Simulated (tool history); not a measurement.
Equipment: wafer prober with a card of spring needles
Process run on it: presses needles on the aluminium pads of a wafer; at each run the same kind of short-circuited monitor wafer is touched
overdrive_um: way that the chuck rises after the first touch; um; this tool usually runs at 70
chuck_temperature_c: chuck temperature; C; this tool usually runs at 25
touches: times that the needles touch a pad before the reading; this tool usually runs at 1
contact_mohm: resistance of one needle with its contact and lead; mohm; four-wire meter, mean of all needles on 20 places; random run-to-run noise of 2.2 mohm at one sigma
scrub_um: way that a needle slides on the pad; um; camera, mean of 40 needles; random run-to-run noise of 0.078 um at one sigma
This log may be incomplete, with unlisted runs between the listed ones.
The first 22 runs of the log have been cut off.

run	day	overdrive_um	chuck_temperature_c	touches	touches since the tips were cleaned	cleanings since the card got new needles	touches since the first contact's height was set	contact_mohm	scrub_um
23	6.983	69	50	1	4504	10	58715	251	16.64
# day 7.092: tips cleaned on abrasive film
24	7.308	70	61	1	1458	11	60866	255	16.79
# day 7.379: gauge calibrated
25	7.512	70	58	1	2807	11	62215	250	17.35
26	7.704	64	30	2	4100	11	63508	246	15.83
# day 7.875: tips cleaned on abrasive film
27	8.112	83	74	2	1581	12	66205	257	20.44
28	8.433	83	74	2	3713	12	68337	253	20.72
29	8.621	83	74	2	4987	12	69611	251	20.46
# day 8.683: tips cleaned on abrasive film
30	8.908	70	52	1	1515	13	71502	249	17.36
31	9.150	70	36	2	3135	13	73122	247	17.20
# day 9.471: tips cleaned on abrasive film
32	9.542	51	35	3	471	14	75709	253	12.50
33	9.729	62	25	1	1729	14	76967	246	15.30

Run 34 comes next. What will it give?
34	10.100	64	90	2	4197	14	79435	?	?

{"run 34": {"contact_mohm": 266, "scrub_um": 15.76}}
Minus the tool's unlogged condition, the same run would have read contact_mohm 266 mohm, scrub_um 15.94 um.
